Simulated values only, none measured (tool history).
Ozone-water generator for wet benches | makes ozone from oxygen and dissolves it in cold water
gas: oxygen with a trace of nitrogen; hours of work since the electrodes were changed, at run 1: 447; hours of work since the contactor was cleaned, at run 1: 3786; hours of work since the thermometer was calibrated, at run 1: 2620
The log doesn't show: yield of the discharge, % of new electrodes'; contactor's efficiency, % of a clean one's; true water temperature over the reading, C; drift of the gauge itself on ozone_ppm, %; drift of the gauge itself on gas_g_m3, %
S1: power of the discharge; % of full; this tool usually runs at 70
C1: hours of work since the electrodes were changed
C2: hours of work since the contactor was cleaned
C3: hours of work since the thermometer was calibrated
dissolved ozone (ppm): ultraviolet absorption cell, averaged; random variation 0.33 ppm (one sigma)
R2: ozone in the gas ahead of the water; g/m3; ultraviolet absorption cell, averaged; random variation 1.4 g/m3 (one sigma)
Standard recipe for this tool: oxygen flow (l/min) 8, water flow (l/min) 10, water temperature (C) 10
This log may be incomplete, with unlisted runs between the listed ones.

{"run": 1, "hour": 0.0, "S1": 70, "oxygen flow (l/min)": 8, "water flow (l/min)": 10, "water temperature (C)": 10, "C1": 447, "C2": 3786, "C3": 2620, "dissolved ozone (ppm)": 49.7, "R2": 253.7}
{"run": 2, "hour": 39.6, "S1": 70, "oxygen flow (l/min)": 8, "water flow (l/min)": 10, "water temperature (C)": 10, "C1": 479, "C2": 3818, "C3": 2652, "dissolved ozone (ppm)": 49.7, "R2": 253.2}
{"run": 3, "hour": 72.9, "S1": 70, "oxygen flow (l/min)": 8, "water flow (l/min)": 10, "water temperature (C)": 10, "C1": 506, "C2": 3845, "C3": 2679, "dissolved ozone (ppm)": 49, "R2": 255.4}
{"run": 4, "hour": 101.3, "S1": 70, "oxygen flow (l/min)": 8, "water flow (l/min)": 10, "water temperature (C)": 10, "C1": 529, "C2": 3868, "C3": 2702, "dissolved ozone (ppm)": 48.9, "R2": 250.9}
{"run": 5, "hour": 150.9, "S1": 70, "oxygen flow (l/min)": 8, "water flow (l/min)": 10, "water temperature (C)": 10, "C1": 569, "C2": 3908, "C3": 2742, "dissolved ozone (ppm)": 49.6, "R2": 255.3}
{"run": 6, "hour": 181.7, "S1": 70, "oxygen flow (l/min)": 8, "water flow (l/min)": 10, "water temperature (C)": 10, "C1": 594, "C2": 3933, "C3": 2767, "dissolved ozone (ppm)": 49, "R2": 254}
{"run": 7, "hour": 247.0, "S1": 70, "oxygen flow (l/min)": 8, "water flow (l/min)": 10, "water temperature (C)": 7, "C1": 647, "C2": 3986, "C3": 2820, "dissolved ozone (ppm)": 51.9, "R2": 254.1}
{"run": 8, "hour": 300.3, "S1": 70, "oxygen flow (l/min)": 8, "water flow (l/min)": 10, "water temperature (C)": 11, "C1": 690, "C2": 4029, "C3": 2864, "dissolved ozone (ppm)": 47.9, "R2": 253.3}
{"run": 9, "hour": 365.5, "S1": 70, "oxygen flow (l/min)": 8, "water flow (l/min)": 10, "water temperature (C)": 10, "C1": 743, "C2": 4082, "C3": 2916, "dissolved ozone (ppm)": 48.1, "R2": 251.2}
{"run": 10, "hour": 418.4, "S1": 70, "oxygen flow (l/min)": 8.56, "water flow (l/min)": 10, "water temperature (C)": 10, "C1": 786, "C2": 4125, "C3": 2959, "dissolved ozone (ppm)": 48.7, "R2": 244.2}
{"run": 11, "hour": 453.1, "S1": 70, "oxygen flow (l/min)": 8.56, "water flow (l/min)": 10, "water temperature (C)": 10, "C1": 814, "C2": 4153, "C3": 2987, "dissolved ozone (ppm)": 48.3, "R2": 243.3}
{"run": 12, "hour": 489.8, "S1": 70, "oxygen flow (l/min)": 8.56, "water flow (l/min)": 10, "water temperature (C)": 10, "C1": 844, "C2": 4183, "C3": 3017, "dissolved ozone (ppm)": 48.2, "R2": 244.4}
{"run": 13, "hour": 528.1, "S1": 70, "oxygen flow (l/min)": 4.66, "water flow (l/min)": 10, "water temperature (C)": 10, "C1": 875, "C2": 4214, "C3": 3048, "dissolved ozone (ppm)": 49.9, "R2": 324.9}
{"run": 14, "hour": 585.4, "S1": 70, "oxygen flow (l/min)": 4.66, "water flow (l/min)": 10, "water temperature (C)": 10, "C1": 921, "C2": 4260, "C3": 3095, "dissolved ozone (ppm)": 50.5, "R2": 322.3}
{"run": 15, "hour": 624.5, "S1": 70, "oxygen flow (l/min)": 5.97, "water flow (l/min)": 9, "water temperature (C)": 6, "C1": 953, "C2": 4292, "C3": 3126, "dissolved ozone (ppm)": 58.7, "R2": 287.6}
{"run": 16, "hour": 652.8, "S1": 70, "oxygen flow (l/min)": 12.98, "water flow (l/min)": 14, "water temperature (C)": 10, "C1": 976, "C2": 4315, "C3": 3149, "dissolved ozone (ppm)": 36.3, "R2": 199.2}
{"run": 17, "hour": 691.7, "S1": 41, "oxygen flow (l/min)": 8, "water flow (l/min)": 13, "water temperature (C)": 10, "C1": 1007, "C2": 4346, "C3": 3181, "dissolved ozone (ppm)": 29.2, "R2": 183.2}
{"run": 18, "hour": 726.7, "S1": 41, "oxygen flow (l/min)": 8, "water flow (l/min)": 13, "water temperature (C)": 10, "C1": 1036, "C2": 4375, "C3": 3209, "dissolved ozone (ppm)": 29.3, "R2": 181.1}
{"run": 19, "hour": 793.7, "S1": 83, "oxygen flow (l/min)": 8, "water flow (l/min)": 10, "water temperature (C)": 8, "C1": 1090, "C2": 4429, "C3": 3263, "dissolved ozone (ppm)": 55.8, "R2": 274.7}
{"run": 20, "hour": 827.8, "S1": 70, "oxygen flow (l/min)": 4.39, "water flow (l/min)": 10, "water temperature (C)": 16, "C1": 1118, "C2": 4457, "C3": 3291, "dissolved ozone (ppm)": 44.8, "R2": 335}
{"hour": 832.8, "done": "water thermometer calibrated"}
{"run": 21, "hour": 864.4, "S1": 70, "oxygen flow (l/min)": 4.39, "water flow (l/min)": 10, "water temperature (C)": 16, "C1": 1147, "C2": 4486, "C3": 26, "dissolved ozone (ppm)": 44.8, "R2": 333.9}
{"run": 22, "hour": 910.7, "S1": 70, "oxygen flow (l/min)": 4.39, "water flow (l/min)": 6, "water temperature (C)": 17, "C1": 1184, "C2": 4523, "C3": 63, "dissolved ozone (ppm)": 60.5, "R2": 330}
{"run": 23, "hour": 970.8, "S1": 70, "oxygen flow (l/min)": 7.15, "water flow (l/min)": 10, "water temperature (C)": 10, "C1": 1233, "C2": 4572, "C3": 112, "dissolved ozone (ppm)": 48.2, "R2": 258.6}
{"run": 24, "hour": 1014.4, "S1": 70, "oxygen flow (l/min)": 7.15, "water flow (l/min)": 10, "water temperature (C)": 10, "C1": 1268, "C2": 4608, "C3": 147, "dissolved ozone (ppm)": 47.9, "R2": 264.3}
{"run": 25, "hour": 1059.1, "S1": 70, "oxygen flow (l/min)": 8.5, "water flow (l/min)": 9, "water temperature (C)": 9, "C1": 1305, "C2": 4644, "C3": 183, "dissolved ozone (ppm)": 51.5, "R2": 243}
{"run": 26, "hour": 1087.1, "S1": 70, "oxygen flow (l/min)": 8.5, "water flow (l/min)": 9, "water temperature (C)": 9, "C1": 1327, "C2": 4666, "C3": 206, "dissolved ozone (ppm)": 51.1, "R2": 241.7}
{"hour": 1110.3, "done": "water thermometer calibrated, once more"}
{"run": 27, "hour": 1123.2, "S1": 91, "oxygen flow (l/min)": 10.21, "water flow (l/min)": 9, "water temperature (C)": 13, "C1": 1356, "C2": 4695, "C3": 10, "dissolved ozone (ppm)": 53.5, "R2": 259.7}
{"hour": 1144.7, "done": "contactor cleaned"}
{"run": 28, "hour": 1160.5, "S1": 70, "oxygen flow (l/min)": 8, "water flow (l/min)": 11, "water temperature (C)": 10, "C1": 1383, "C2": 13, "C3": 37, "dissolved ozone (ppm)": 46.7, "R2": 248.6}

5 ways to go on from here, each from the tool as it stands after run 28. What would each give?
{"run": "A", "hour": 1224.2, "S1": 70, "oxygen flow (l/min)": 8, "water flow (l/min)": 10, "water temperature (C)": 6, "C1": 1435, "C2": 64, "C3": 89, "dissolved ozone (ppm)": "?", "R2": "?"}
{"run": "B", "hour": 1224.2, "S1": 70, "oxygen flow (l/min)": 10.45, "water flow (l/min)": 11, "water temperature (C)": 10, "C1": 1435, "C2": 64, "C3": 89, "dissolved ozone (ppm)": "?", "R2": "?"}
{"run": "C", "hour": 1224.2, "S1": 70, "oxygen flow (l/min)": 8.04, "water flow (l/min)": 11, "water temperature (C)": 10, "C1": 1435, "C2": 64, "C3": 89, "dissolved ozone (ppm)": "?", "R2": "?"}
{"run": "D", "hour": 1224.2, "S1": 86, "oxygen flow (l/min)": 8, "water flow (l/min)": 12, "water temperature (C)": 6, "C1": 1435, "C2": 64, "C3": 89, "dissolved ozone (ppm)": "?", "R2": "?"}
{"run": "E", "hour": 1224.2, "S1": 66, "oxygen flow (l/min)": 4.82, "water flow (l/min)": 11, "water temperature (C)": 14, "C1": 1435, "C2": 64, "C3": 89, "dissolved ozone (ppm)": "?", "R2": "?"}

run=A dissolved_ozone_(ppm)=53.8 R2=247.2
run=B dissolved_ozone_(ppm)=45.3 R2=219.1
run=C dissolved_ozone_(ppm)=46.4 R2=246.4
run=D dissolved_ozone_(ppm)=54 R2=281.3
run=E dissolved_ozone_(ppm)=43.6 R2=307.5
Without the tool's hidden state the same runs would have given:
run=A dissolved_ozone_(ppm)=56.5 R2=257.1
run=B dissolved_ozone_(ppm)=47.5 R2=228
run=C dissolved_ozone_(ppm)=48.7 R2=256.4
run=D dissolved_ozone_(ppm)=57 R2=294.1
run=E dissolved_ozone_(ppm)=45.7 R2=319.5
